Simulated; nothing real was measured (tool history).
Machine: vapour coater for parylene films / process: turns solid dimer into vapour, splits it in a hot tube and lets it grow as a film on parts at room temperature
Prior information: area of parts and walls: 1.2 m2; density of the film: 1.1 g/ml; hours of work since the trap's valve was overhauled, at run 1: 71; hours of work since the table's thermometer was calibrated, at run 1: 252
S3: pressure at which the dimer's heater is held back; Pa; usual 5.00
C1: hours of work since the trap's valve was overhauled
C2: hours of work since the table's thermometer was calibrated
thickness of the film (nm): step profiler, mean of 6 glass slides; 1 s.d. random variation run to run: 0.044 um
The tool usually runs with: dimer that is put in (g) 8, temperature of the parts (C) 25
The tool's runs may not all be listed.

Run 1, hour 0.0: usual settings; C1 71; C2 252. Result: thickness of the film (nm) 4850.
Run 2, hour 12.0: usual settings; C1 80; C2 261. Result: thickness of the film (nm) 4840.
Run 3, hour 25.8: usual settings; C1 90; C2 271. Result: thickness of the film (nm) 4820.
Run 4, hour 34.7: usual settings; C1 96; C2 277. Result: thickness of the film (nm) 4840.
Run 5, hour 45.6: usual settings; C1 104; C2 285. Result: thickness of the film (nm) 4770.
Run 6, hour 60.9: usual settings but dimer that is put in (g) 3; C1 115; C2 296. Result: thickness of the film (nm) 1830.
Run 7, hour 68.5: usual settings; C1 121; C2 302. Result: thickness of the film (nm) 4770.
Run 8, hour 75.9: usual settings; C1 126; C2 307. Result: thickness of the film (nm) 4760.
Run 9, hour 92.3: usual settings; C1 138; C2 319. Result: thickness of the film (nm) 4780.
Run 10, hour 105.1: usual settings but temperature of the parts (C) 17, S3 2.47 Pa; C1 147; C2 328. Result: thickness of the film (nm) 5890.
Run 11, hour 114.9: usual settings but dimer that is put in (g) 6, temperature of the parts (C) 17, S3 2.47 Pa; C1 155; C2 336. Result: thickness of the film (nm) 4500.
Run 12, hour 123.0: usual settings but dimer that is put in (g) 6, temperature of the parts (C) 17, S3 5.14 Pa; C1 160; C2 341. Result: thickness of the film (nm) 4450.
Run 13, hour 136.6: usual settings but dimer that is put in (g) 6, temperature of the parts (C) 17, S3 5.14 Pa; C1 170; C2 351. Result: thickness of the film (nm) 4440.
Run 14, hour 149.2: usual settings but dimer that is put in (g) 6, temperature of the parts (C) 17, S3 5.14 Pa; C1 179; C2 361. Result: thickness of the film (nm) 4450.
Run 15, hour 157.5: usual settings but dimer that is put in (g) 6, temperature of the parts (C) 17, S3 5.14 Pa; C1 185; C2 367. Result: thickness of the film (nm) 4440.
Run 16, hour 165.2: usual settings but dimer that is put in (g) 6, temperature of the parts (C) 17, S3 5.14 Pa; C1 191; C2 372. Result: thickness of the film (nm) 4430.

Below are 4 alternative next runs, each starting from the tool's condition after run 16. Predict each:
Run A, hour 177.2: usual settings but dimer that is put in (g) 5, temperature of the parts (C) 27, S3 6.70 Pa; C1 200; C2 381. Result: thickness of the film (nm) ?.
Run B, hour 177.2: usual settings but dimer that is put in (g) 6, temperature of the parts (C) 23, S3 7.55 Pa; C1 200; C2 381. Result: thickness of the film (nm) ?.
Run C, hour 177.2: usual settings but dimer that is put in (g) 3, temperature of the parts (C) 31, S3 2.37 Pa; C1 200; C2 381. Result: thickness of the film (nm) ?.
Run D, hour 177.2: usual settings but dimer that is put in (g) 12, temperature of the parts (C) 17, S3 5.14 Pa; C1 200; C2 381. Result: thickness of the film (nm) ?.

run  thickness of the film (nm)
  A                        2590
  B                        3600
  C                        1740
  D                        8920
Take away the tool's hidden state, keep each run's random variation, and the runs would have read:
run  thickness of the film (nm)
  A                        2600
  B                        3610
  C                        1740
  D                        8950
